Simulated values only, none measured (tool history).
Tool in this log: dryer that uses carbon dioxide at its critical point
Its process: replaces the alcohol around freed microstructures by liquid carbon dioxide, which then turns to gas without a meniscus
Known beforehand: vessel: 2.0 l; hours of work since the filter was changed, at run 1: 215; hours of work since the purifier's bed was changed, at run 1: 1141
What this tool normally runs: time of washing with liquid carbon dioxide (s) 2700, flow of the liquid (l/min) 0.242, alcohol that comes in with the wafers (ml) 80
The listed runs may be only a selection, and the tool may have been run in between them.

run   hour  time of washing with liquid carbon dioxide (s)  flow of the liquid (l/min)  alcohol that comes in with the wafers (ml)  hours of work since the filter was changed  hours of work since the purifier's bed was changed  alcohol left in the vessel before it's heated (ppm by volume)
  1      0                                            2700                       0.242                                          80                                         215                                                1141                                                            708
       3.9  -- inlet filter changed
  2   58.6                                            2700                       0.242                                          80                                          39                                                1182                                                            596
  3   86.7                                            2700                       0.242                                          80                                          59                                                1202                                                            599
  4    132                                            2700                       0.242                                          80                                          92                                                1235                                                            621
  5  182.9                                            2700                       0.242                                          25                                         129                                                1272                                                            287
  6  228.4                                            2700                       0.242                                          25                                         161                                                1304                                                            303
  7  276.3                                            2700                       0.358                                          25                                         196                                                1339                                                            152
     305.5  -- inlet filter changed
  8  309.7                                            2700                       0.358                                          25                                           3                                                1362                                                            148
  9  343.2                                            2700                       0.358                                          25                                          27                                                1386                                                            141
 10  389.9                                            2700                       0.358                                          25                                          61                                                1419                                                            152
     443.7  -- purifier's bed changed
 11  445.1                                            2700                       0.358                                          25                                          98                                                   1                                                             18
 12  495.8                                            2700                       0.157                                          80                                         135                                                  37                                                           2561
 13  546.4                                            2700                       0.157                                          80                                         171                                                  74                                                           2575
 14  590.5                                            2700                       0.386                                          80                                         203                                                 105                                                             50
     613.1  -- inlet filter changed
 15  630.5                                            2700                       0.179                                          80                                          12                                                 133                                                           1596
 16  667.7                                            4200                        0.25                                          80                                          39                                                 160                                                             56
 17  701.4                                            2700                       0.399                                          36                                          63                                                 184                                                             30
 18  741.7                                            2700                       0.399                                          36                                          92                                                 213                                                             38
 19    777                                            1800                       0.343                                          65                                         118                                                 239                                                            538
 20  809.4                                            1800                       0.343                                          65                                         141                                                 262                                                            576
 21  845.6                                            3600                       0.343                                          65                                         167                                                 288                                                             44

4 options for the next run, each taken on its own from the tool as it stands now. Forecast them:
  A  898.2                                            3180                       0.343                                          65                                         205                                                 326                                                              ?
  B  898.2                                            3300                       0.242                                          80                                         205                                                 326                                                              ?
  C  898.2                                            1920                         0.2                                          36                                         205                                                 326                                                              ?
  D  898.2                                            3120                       0.343                                          97                                         205                                                 326                                                              ?

run  alcohol left in the vessel before it's heated (ppm by volume)
  A                                                             48
  B                                                            256
  C                                                           1547
  D                                                             84
With the hidden condition removed and each run's random variation left untouched, the same runs would have given:
run  alcohol left in the vessel before it's heated (ppm by volume)
  A                                                              8
  B                                                            171
  C                                                           1324
  D                                                             39
